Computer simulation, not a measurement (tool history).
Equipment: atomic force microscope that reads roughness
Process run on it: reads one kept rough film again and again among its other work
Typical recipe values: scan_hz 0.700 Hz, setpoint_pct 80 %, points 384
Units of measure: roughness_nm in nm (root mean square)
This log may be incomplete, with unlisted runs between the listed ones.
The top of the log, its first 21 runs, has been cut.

Run 22, hour 361.0: usual settings but scan_hz 1.073 Hz, points 740. Result: roughness_nm 3.511 nm (root mean square).
Run 23, hour 373.3: usual settings but scan_hz 0.984 Hz, setpoint_pct 83 %. Result: roughness_nm 3.447 nm (root mean square).
Run 24, hour 395.4: usual settings but scan_hz 0.984 Hz, setpoint_pct 83 %. Result: roughness_nm 3.379 nm (root mean square).
Run 25, hour 418.0: usual settings but scan_hz 1.867 Hz, setpoint_pct 70 %. Result: roughness_nm 3.322 nm (root mean square).
At hour 426.5: new tip fitted.
Run 26, hour 439.8: usual settings but scan_hz 1.867 Hz, setpoint_pct 70 %. Result: roughness_nm 3.765 nm (root mean square).
Run 27, hour 463.5: usual settings but scan_hz 1.324 Hz, points 280. Result: roughness_nm 3.700 nm (root mean square).
Run 28, hour 481.5: usual settings but scan_hz 1.324 Hz, points 854. Result: roughness_nm 3.650 nm (root mean square).
Run 29, hour 503.1: usual settings but scan_hz 1.324 Hz, points 854. Result: roughness_nm 3.604 nm (root mean square).
Run 30, hour 518.7: usual settings but setpoint_pct 64 %. Result: roughness_nm 3.708 nm (root mean square).
Run 31, hour 529.4: usual settings but setpoint_pct 74 %. Result: roughness_nm 3.681 nm (root mean square).
Run 32, hour 540.4: usual settings but scan_hz 2.950 Hz, setpoint_pct 74 %, points 410. Result: roughness_nm 3.381 nm (root mean square).
Run 33, hour 550.7: usual settings but scan_hz 3.144 Hz, setpoint_pct 70 %, points 632. Result: roughness_nm 3.426 nm (root mean square).
Run 34, hour 567.9: usual settings but scan_hz 1.012 Hz, setpoint_pct 72 %, points 690. Result: roughness_nm 3.558 nm (root mean square).

Forecast each of these 3 alternatives for the next run:
Run A, hour 580.7: usual settings but scan_hz 3.852 Hz. Result: roughness_nm ?.
Run B, hour 580.7: usual settings but scan_hz 1.012 Hz, setpoint_pct 79 %, points 690. Result: roughness_nm ?.
Run C, hour 580.7: usual settings but scan_hz 0.894 Hz, setpoint_pct 72 %, points 432. Result: roughness_nm ?.

run  roughness_nm
  A         3.105
  B         3.507
  C         3.556
The same runs, with their run-to-run variation unchanged, on a tool lacking any hidden condition would have given:
run  roughness_nm
  A         3.401
  B         3.841
  C         3.894
